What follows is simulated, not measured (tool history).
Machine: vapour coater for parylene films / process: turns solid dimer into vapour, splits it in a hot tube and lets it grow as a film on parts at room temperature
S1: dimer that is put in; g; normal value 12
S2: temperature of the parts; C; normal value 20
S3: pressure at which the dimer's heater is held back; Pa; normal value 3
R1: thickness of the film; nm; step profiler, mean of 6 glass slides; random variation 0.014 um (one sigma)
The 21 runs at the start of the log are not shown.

run,hour,S1,S2,S3,R1
22,983.3,11,13,4.04,1760
23,1029.7,19,24,3.39,2550
24,1081,19,24,3.39,2510
25,1124.9,19,24,3.39,2470
26,1165.1,12,18,3.5,1700
# hour 1172.5: table's thermometer calibrated
27,1205.5,6,21,4.83,730
28,1262.8,7,21,4.21,890
29,1292.3,18,17,11.24,2120
# hour 1300: trap's valve overhauled
30,1330.2,18,17,11.24,2300
31,1363.8,18,17,11.24,2310
32,1413,19,23,4.41,2430
33,1453.9,19,23,4.41,2400
34,1488.7,6,30,3.28,710
35,1543.3,18,26,11.26,1860
36,1584.1,13,19,8.79,1560

Run 37 is up next; what results do you expect?
37,1643,12,20,4.12,?

R1: 1560 nm
Minus the tool's unlogged condition, the same run would have read R1 1700 nm.

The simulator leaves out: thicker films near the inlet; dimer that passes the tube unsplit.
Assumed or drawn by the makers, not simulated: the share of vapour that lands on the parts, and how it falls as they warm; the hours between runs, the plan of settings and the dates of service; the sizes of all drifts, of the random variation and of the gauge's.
